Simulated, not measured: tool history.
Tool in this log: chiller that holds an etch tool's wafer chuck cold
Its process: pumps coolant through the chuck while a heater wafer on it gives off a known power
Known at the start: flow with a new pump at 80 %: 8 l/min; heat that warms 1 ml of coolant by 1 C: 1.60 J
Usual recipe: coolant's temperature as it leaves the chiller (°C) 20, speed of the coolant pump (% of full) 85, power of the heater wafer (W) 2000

run    hour  coolant's temperature as it leaves the chiller (°C)  speed of the coolant pump (% of full)  power of the heater wafer (W)  chuck's temperature once it has settled (°C)  how much warmer the coolant comes back (C)
  1       0                                                   20                                     85                           2000                                          38.9                                         8.7
  2   197.2                                                   20                                     85                           2000                                          38.9                                        8.71
  3   297.6                                                   20                                     85                           2000                                          39.2                                         8.8
  4   455.9                                                   20                                     85                           2000                                          38.9                                        8.71
  5   545.5                                                   20                                     75                           2000                                          41.2                                       10.11
  6   645.3                                                   20                                     75                           2372                                          45.3                                       11.97
  7     792                                                   20                                     86                           2000                                            39                                        8.66
  8   989.6                                                   10                                     86                           2000                                          28.9                                        8.61
  9  1158.3                                                   10                                     86                           2000                                          28.8                                        8.64
 10  1288.8                                                   10                                     86                           2000                                          28.8                                        8.71
 11  1423.7                                                   20                                     87                           2000                                          38.7                                        8.53
 12  1529.5                                                   20                                     85                           1221                                          31.7                                        5.32
 13  1619.5                                                   20                                     85                           2000                                            39                                        8.76
 14  1818.4                                                   20                                     94                           2000                                          37.5                                        7.85
 15  1978.1                                                   10                                     85                           2000                                          29.1                                        8.79
 16  2143.8                                                   10                                     85                           2000                                          28.9                                        8.75
 17  2298.3                                                   20                                     86                           1397                                          33.1                                        6.08
 18  2460.8                                                   20                                     86                           1397                                          33.1                                        6.06
 19  2555.8                                                   20                                     85                           2218                                            41                                        9.68
 20  2741.6                                                   20                                     65                           1206                                          34.8                                        7.11
 21  2908.5                                                   20                                     65                           1206                                          34.7                                        7.15
 22  3095.3                                                   13                                     72                           1206                                          26.1                                        6.36
 23  3211.7                                                   20                                     80                           1278                                          32.8                                        5.98
 24  3347.7                                                   21                                     64                           1416                                          38.4                                         8.5
 25  3452.3                                                   23                                     85                           2238                                          44.2                                        9.77
 26  3538.7                                                   23                                     85                           2238                                          44.2                                        9.74
 27  3726.9                                                   23                                     85                           1373                                          36.1                                        6.01
 28  3833.1                                                   15                                     82                           1011                                            25                                        4.57
 29  4024.5                                                   19                                     92                           2000                                          36.8                                        8.06
 30  4215.3                                                   27                                     67                           2684                                          58.4                                       15.18
 31  4404.3                                                   27                                     83                           2852                                          54.6                                       12.86
 32    4525                                                   27                                     83                           2852                                          54.6                                        12.8

The log once held 2 entries between its listed runs, left out of this copy. Where does each go, and what is different about the tool's unlogged condition between the listed run before it and the listed run after it?
Run 7 -> run 8: chiller's thermometer calibrated (hour 869.8)
  nothing in the hidden state changes from one run to the other
Run 29 -> run 30: chiller's thermometer calibrated (hour 4178.8)
  nothing in the hidden state changes from one run to the other
